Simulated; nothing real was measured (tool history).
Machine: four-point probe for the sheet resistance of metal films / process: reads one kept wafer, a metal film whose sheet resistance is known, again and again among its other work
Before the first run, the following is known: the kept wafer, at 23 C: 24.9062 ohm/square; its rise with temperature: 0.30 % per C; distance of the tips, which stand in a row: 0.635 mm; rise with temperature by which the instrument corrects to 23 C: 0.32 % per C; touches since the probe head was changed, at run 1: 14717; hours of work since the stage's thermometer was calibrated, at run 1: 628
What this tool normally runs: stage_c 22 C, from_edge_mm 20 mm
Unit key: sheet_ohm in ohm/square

run,hour,stage_c,from_edge_mm,touches since the probe head was changed,hours of work since the stage's thermometer was calibrated,sheet_ohm
1,0.0,22,20,14717,628,24.996893
2,51.8,22,38,15301,652,24.982252
3,112.2,30,20,15983,680,24.945192
4,168.4,30,20,16616,705,24.937540
5,234.1,19,20,17357,735,24.996668
6,262.4,19,20,17677,748,24.999604
7,319.6,20,20,18322,774,24.988898
8,373.9,20,20,18935,799,24.987523
9,416.1,20,20,19410,818,24.973781
10,479.7,24,20,20127,847,24.974073
11,526.2,24,20,20652,868,24.968427
12,570.3,24,20,21150,889,24.972935
13,606.6,24,20,21559,905,24.965201
14,654.6,24,20,22101,927,24.963010
15,721.3,24,20,22853,957,24.964245
16,750.5,24,20,23183,971,24.954351
17,792.5,24,20,23656,990,24.960784
18,838.5,24,20,24175,1011,24.947467
19,902.7,24,20,24899,1040,24.951939
20,955.9,22,20,25499,1064,24.979722
21,1002.1,22,20,26021,1086,24.951917
22,1063.8,22,20,26716,1114,24.958975
23,1119.3,22,20,27343,1139,24.956588
24,1173.7,31,38,27956,1164,24.909817
25,1208.3,31,38,28346,1180,24.908369
26,1269.5,23,20,29036,1208,24.948267
27,1297.5,30,10,29353,1220,24.956540
28,1356.3,21,28,30016,1247,24.947222
29,1399.5,28,4,30503,1267,25.242881
30,1434.6,25,43,30899,1283,24.925599
31,1473.3,25,43,31335,1301,24.918724
32,1536.5,34,20,32048,1329,24.884756
33,1566.4,24,20,32386,1343,24.945716
34,1612.9,19,12,32911,1364,24.989469
35,1653.0,19,12,33363,1383,24.982940
36,1692.5,23,5,33807,1401,25.141764
37,1750.6,19,9,34463,1427,25.012485
38,1815.7,24,6,35197,1457,25.065329
# hour 1830.1: stage's thermometer calibrated
39,1843.5,30,20,35506,6,24.876824
40,1911.2,22,37,36269,37,24.903676
41,1960.9,34,29,36830,60,24.840329
42,2001.7,21,13,37290,78,24.927398
43,2047.9,21,13,37811,99,24.932761
44,2097.1,31,39,38367,122,24.847955
45,2133.0,31,5,38771,138,25.056592

Across each entry between runs, compare the hidden state at the last listed run before it with the hidden state at the first listed run after it:
After run 38, before run 39: stage's thermometer calibrated (hour 1830.1)
  inner tips' distance over the nominal, %: -0.043 -> -0.046; tips' flats over new ones', %: 60 -> 61; wafer's true temperature over the reading, C: 0.35 -> 0.02
  measured result minus the result with no hidden state, sheet_ohm: +0.014409 -> -0.011114 ohm/square

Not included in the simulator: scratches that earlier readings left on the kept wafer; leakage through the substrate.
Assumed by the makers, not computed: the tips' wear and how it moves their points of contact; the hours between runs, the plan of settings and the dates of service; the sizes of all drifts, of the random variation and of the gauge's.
